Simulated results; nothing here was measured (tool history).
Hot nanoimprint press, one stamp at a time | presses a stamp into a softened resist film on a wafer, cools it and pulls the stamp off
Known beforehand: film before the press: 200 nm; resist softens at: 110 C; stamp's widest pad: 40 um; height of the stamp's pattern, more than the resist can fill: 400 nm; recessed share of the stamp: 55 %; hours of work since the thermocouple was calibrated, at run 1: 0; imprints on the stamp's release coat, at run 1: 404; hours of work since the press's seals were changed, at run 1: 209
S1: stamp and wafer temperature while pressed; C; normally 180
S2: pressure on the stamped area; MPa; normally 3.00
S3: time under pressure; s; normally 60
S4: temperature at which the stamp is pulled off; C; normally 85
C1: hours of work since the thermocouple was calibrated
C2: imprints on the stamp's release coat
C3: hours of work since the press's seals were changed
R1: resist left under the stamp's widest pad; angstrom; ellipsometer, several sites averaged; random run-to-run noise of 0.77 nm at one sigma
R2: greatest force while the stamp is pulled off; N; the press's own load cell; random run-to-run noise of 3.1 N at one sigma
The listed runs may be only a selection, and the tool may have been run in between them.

| run | hour | S1 | S2 | S3 | S4 | C1 | C2 | C3 | R1 | R2 |
|---|---|---|---|---|---|---|---|---|---|---|
| 1 | 0.0 | 180 | 3.00 | 60 | 85 | 0 | 404 | 209 | 985 | 157 |
| 2 | 26.4 | 180 | 3.00 | 60 | 85 | 20 | 485 | 229 | 999 | 161 |
| 3 | 48.6 | 180 | 3.00 | 60 | 85 | 36 | 553 | 245 | 1004 | 162 |
| 4 | 84.2 | 180 | 2.35 | 60 | 85 | 62 | 663 | 271 | 1111 | 171 |
| 5 | 111.5 | 180 | 3.00 | 60 | 79 | 83 | 747 | 292 | 1006 | 183 |
| 6 | 137.5 | 180 | 3.00 | 60 | 79 | 102 | 827 | 311 | 1015 | 179 |
|  | 142.1 | plate thermocouple calibrated |
| 7 | 156.0 | 180 | 3.00 | 116 | 85 | 10 | 875 | 322 | 798 | 182 |
| 8 | 171.5 | 180 | 3.00 | 116 | 85 | 22 | 922 | 334 | 781 | 184 |
| 9 | 204.1 | 182 | 3.97 | 60 | 85 | 46 | 1023 | 358 | 854 | 185 |
| 10 | 238.4 | 182 | 3.97 | 60 | 85 | 71 | 1128 | 383 | 862 | 193 |
| 11 | 255.5 | 180 | 3.00 | 60 | 81 | 84 | 1181 | 396 | 1035 | 192 |
| 12 | 289.1 | 180 | 3.00 | 60 | 81 | 109 | 1284 | 421 | 1042 | 201 |
| 13 | 304.6 | 180 | 3.00 | 81 | 85 | 120 | 1332 | 432 | 940 | 195 |

Each row is a separate what-if for the run after 13, all from the same tool condition, not one after another. Results?
|  | 309.3 | plate thermocouple calibrated, once more |
| A | 327.1 | 188 | 3.00 | 81 | 85 | 13 | 1392 | 447 | ? | ? |
|  | 309.3 | plate thermocouple calibrated, once more |
| B | 327.1 | 181 | 3.00 | 81 | 85 | 13 | 1392 | 447 | ? | ? |
|  | 309.3 | plate thermocouple calibrated, once more |
| C | 327.1 | 188 | 3.00 | 60 | 85 | 13 | 1392 | 447 | ? | ? |
|  | 309.3 | plate thermocouple calibrated, once more |
| D | 327.1 | 188 | 3.00 | 60 | 74 | 13 | 1392 | 447 | ? | ? |
|  | 309.3 | plate thermocouple calibrated, once more |
| E | 327.1 | 180 | 3.00 | 56 | 85 | 13 | 1392 | 447 | ? | ? |

| run | R1 | R2 |
|---|---|---|
| A | 675 | 197 |
| B | 858 | 201 |
| C | 768 | 199 |
| D | 778 | 216 |
| E | 1032 | 196 |
Had the tool no hidden state, the same runs would have come out as:
| run | R1 | R2 |
|---|---|---|
| A | 666 | 144 |
| B | 847 | 147 |
| C | 758 | 146 |
| D | 768 | 158 |
| E | 1020 | 143 |
